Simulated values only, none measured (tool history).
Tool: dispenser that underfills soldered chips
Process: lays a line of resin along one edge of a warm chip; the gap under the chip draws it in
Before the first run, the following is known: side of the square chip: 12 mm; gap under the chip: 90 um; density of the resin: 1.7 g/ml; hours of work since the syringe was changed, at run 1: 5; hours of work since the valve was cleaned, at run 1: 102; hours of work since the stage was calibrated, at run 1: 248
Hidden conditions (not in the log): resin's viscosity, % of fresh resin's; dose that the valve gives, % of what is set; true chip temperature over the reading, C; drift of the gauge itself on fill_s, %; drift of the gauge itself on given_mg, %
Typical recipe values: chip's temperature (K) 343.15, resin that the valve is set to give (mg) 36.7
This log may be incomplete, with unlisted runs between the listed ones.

| run | hour | chip's temperature (K) | resin that the valve is set to give (mg) | hours of work since the syringe was changed | hours of work since the valve was cleaned | hours of work since the stage was calibrated | time until the resin shows at the far edge (s) | resin that the valve gave (mg) |
|---|---|---|---|---|---|---|---|---|
| 1 | 0.0 | 343.15 | 36.7 | 5 | 102 | 248 | 61.5 | 35.03 |
|  | 1.5 | new syringe of resin |
|  | 11.1 | new syringe of resin |
| 2 | 15.9 | 343.15 | 36.5 | 3 | 112 | 258 | 55.6 | 34.45 |
|  | 20.2 | new syringe of resin |
| 3 | 26.6 | 347.15 | 36.5 | 4 | 119 | 265 | 49.1 | 34.58 |
|  | 29.5 | new syringe of resin |
|  | 30.5 | dispensing valve cleaned and set on the balance |
|  | 39.4 | new syringe of resin |
| 4 | 45.0 | 347.15 | 36.5 | 4 | 9 | 276 | 48.9 | 36.36 |
|  | 49.2 | new syringe of resin |
| 5 | 53.5 | 338.15 | 36.5 | 3 | 15 | 281 | 70.5 | 36.34 |
|  | 58.7 | new syringe of resin |
| 6 | 66.4 | 338.15 | 36.5 | 5 | 23 | 289 | 77.5 | 36.11 |
|  | 67.6 | new syringe of resin |
| 7 | 75.6 | 338.15 | 36.5 | 5 | 29 | 295 | 78.9 | 36.17 |
|  | 77.0 | new syringe of resin |
|  | 86.1 | new syringe of resin |
| 8 | 91.4 | 343.15 | 42.7 | 3 | 39 | 305 | 58.9 | 41.90 |
|  | 95.3 | new syringe of resin |
|  | 104.7 | new syringe of resin |
| 9 | 108.8 | 342.15 | 36.7 | 3 | 50 | 316 | 59.9 | 35.88 |
|  | 113.9 | new syringe of resin |
|  | 122.9 | new syringe of resin |
| 10 | 122.9 | 342.15 | 36.7 | 0 | 59 | 325 | 51.6 | 35.64 |
|  | 132.0 | new syringe of resin |
| 11 | 132.0 | 342.15 | 36.7 | 0 | 64 | 331 | 53.1 | 35.69 |
|  | 141.9 | new syringe of resin |
| 12 | 142.8 | 343.15 | 40.2 | 1 | 71 | 338 | 52.3 | 38.93 |
|  | 151.7 | new syringe of resin |
| 13 | 156.8 | 335.15 | 36.7 | 3 | 80 | 347 | 84.9 | 35.58 |
|  | 161.2 | new syringe of resin |
|  | 171.0 | new syringe of resin |
| 14 | 173.9 | 356.15 | 36.7 | 2 | 91 | 357 | 30.4 | 35.23 |
|  | 180.2 | new syringe of resin |
|  | 189.1 | new syringe of resin |
| 15 | 189.5 | 356.15 | 36.7 | 0 | 101 | 367 | 28.2 | 35.37 |
| 16 | 196.4 | 357.15 | 40.0 | 5 | 105 | 372 | 33.0 | 38.36 |
|  | 197.9 | new syringe of resin |
|  | 206.9 | new syringe of resin |
| 17 | 209.7 | 335.15 | 36.2 | 2 | 114 | 380 | 79.8 | 34.40 |
|  | 216.7 | new syringe of resin |
| 18 | 217.6 | 351.15 | 35.4 | 1 | 119 | 385 | 34.8 | 33.81 |
|  | 221.0 | dispensing valve cleaned and set on the balance |
|  | 227.7 | new syringe of resin |
| 19 | 233.3 | 351.15 | 35.4 | 4 | 8 | 394 | 39.1 | 35.17 |
|  | 237.1 | new syringe of resin |
|  | 246.6 | new syringe of resin |
| 20 | 249.2 | 342.15 | 35.7 | 2 | 18 | 405 | 57.3 | 35.13 |
|  | 256.3 | new syringe of resin |
| 21 | 261.0 | 342.15 | 40.7 | 3 | 25 | 412 | 60.2 | 39.91 |
|  | 265.6 | new syringe of resin |
| 22 | 269.2 | 333.15 | 36.7 | 2 | 31 | 417 | 91.9 | 36.35 |
|  | 274.5 | new syringe of resin |
|  | 284.3 | new syringe of resin |
| 23 | 284.3 | 333.15 | 34.8 | 0 | 40 | 427 | 83.6 | 34.12 |
|  | 294.1 | new syringe of resin |
| 24 | 295.5 | 330.15 | 32.6 | 1 | 47 | 434 | 102.4 | 31.63 |
|  | 303.4 | new syringe of resin |
| 25 | 307.0 | 337.15 | 41.8 | 2 | 55 | 441 | 73.1 | 40.79 |
|  | 312.6 | new syringe of resin |
|  | 321.5 | new syringe of resin |
| 26 | 324.0 | 333.15 | 38.1 | 2 | 65 | 452 | 88.5 | 36.65 |

Each row is a separate what-if for the run after 26, all from the same tool condition, not one after another. Results?
|  | 331.2 | new syringe of resin |
|  | 340.0 | new syringe of resin |
| A | 340.0 | 353.15 | 36.7 | 0 | 75 | 462 | ? | ? |
|  | 331.2 | new syringe of resin |
|  | 340.0 | new syringe of resin |
| B | 340.0 | 350.15 | 42.3 | 0 | 75 | 462 | ? | ? |
|  | 331.2 | new syringe of resin |
|  | 340.0 | new syringe of resin |
| C | 340.0 | 348.15 | 38.1 | 0 | 75 | 462 | ? | ? |
|  | 331.2 | new syringe of resin |
|  | 340.0 | new syringe of resin |
| D | 340.0 | 353.15 | 33.1 | 0 | 75 | 462 | ? | ? |
|  | 331.2 | new syringe of resin |
|  | 340.0 | new syringe of resin |
| E | 340.0 | 355.15 | 36.7 | 0 | 75 | 462 | ? | ? |

| run | time until the resin shows at the far edge (s) | resin that the valve gave (mg) |
|---|---|---|
| A | 32.2 | 35.54 |
| B | 36.9 | 40.73 |
| C | 40.4 | 36.84 |
| D | 32.4 | 32.01 |
| E | 29.7 | 35.42 |
With no hidden state in the tool, these same runs would have given:
| run | time until the resin shows at the far edge (s) | resin that the valve gave (mg) |
|---|---|---|
| A | 29.7 | 36.86 |
| B | 34.0 | 42.25 |
| C | 37.2 | 38.22 |
| D | 29.8 | 33.21 |
| E | 27.4 | 36.75 |
